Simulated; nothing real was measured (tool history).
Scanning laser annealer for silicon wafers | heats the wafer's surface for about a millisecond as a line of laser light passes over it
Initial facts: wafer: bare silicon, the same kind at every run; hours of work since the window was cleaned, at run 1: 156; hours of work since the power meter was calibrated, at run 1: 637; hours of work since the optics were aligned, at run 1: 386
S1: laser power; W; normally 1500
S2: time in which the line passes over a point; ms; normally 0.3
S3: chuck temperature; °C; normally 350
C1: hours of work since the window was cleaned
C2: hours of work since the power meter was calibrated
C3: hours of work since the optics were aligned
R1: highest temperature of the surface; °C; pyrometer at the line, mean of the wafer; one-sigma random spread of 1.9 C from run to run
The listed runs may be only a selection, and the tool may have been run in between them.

Run 1, hour 0: usual settings; C1 156; C2 637; C3 386. Result: R1 1162 °C.
Run 2, hour 33.9: usual settings; C1 178; C2 659; C3 408. Result: R1 1164 °C.
Run 3, hour 70.8: usual settings but S3 317 °C; C1 201; C2 682; C3 432. Result: R1 1121 °C.
Run 4, hour 93: usual settings but S1 1563 W, S3 317 °C; C1 216; C2 697; C3 446. Result: R1 1166 °C.
Run 5, hour 133.1: usual settings but S1 1563 W, S3 317 °C; C1 241; C2 722; C3 472. Result: R1 1163 °C.
Run 6, hour 167.2: usual settings but S1 1563 W, S3 317 °C; C1 263; C2 744; C3 494. Result: R1 1159 °C.
Run 7, hour 206.2: usual settings but S1 1563 W, S3 317 °C; C1 288; C2 769; C3 519. Result: R1 1155 °C.
Run 8, hour 246.8: usual settings but S1 1563 W, S3 317 °C; C1 314; C2 795; C3 545. Result: R1 1153 °C.
Run 9, hour 281.5: usual settings but S1 1596 W, S2 0.238 ms, S3 364 °C; C1 337; C2 818; C3 567. Result: R1 1130 °C.

Run 10 comes next. What will it give?
At hour 303.6: window over the wafer cleaned.
Run 10, hour 315.8: usual settings but S1 1384 W, S2 0.297 ms; C1 8; C2 838; C3 588. Result: R1 ?.

{"run 10": {"R1": 1099}}
With the hidden condition absent and the run-to-run variation left alone, this run would have shown R1 1109 °C.

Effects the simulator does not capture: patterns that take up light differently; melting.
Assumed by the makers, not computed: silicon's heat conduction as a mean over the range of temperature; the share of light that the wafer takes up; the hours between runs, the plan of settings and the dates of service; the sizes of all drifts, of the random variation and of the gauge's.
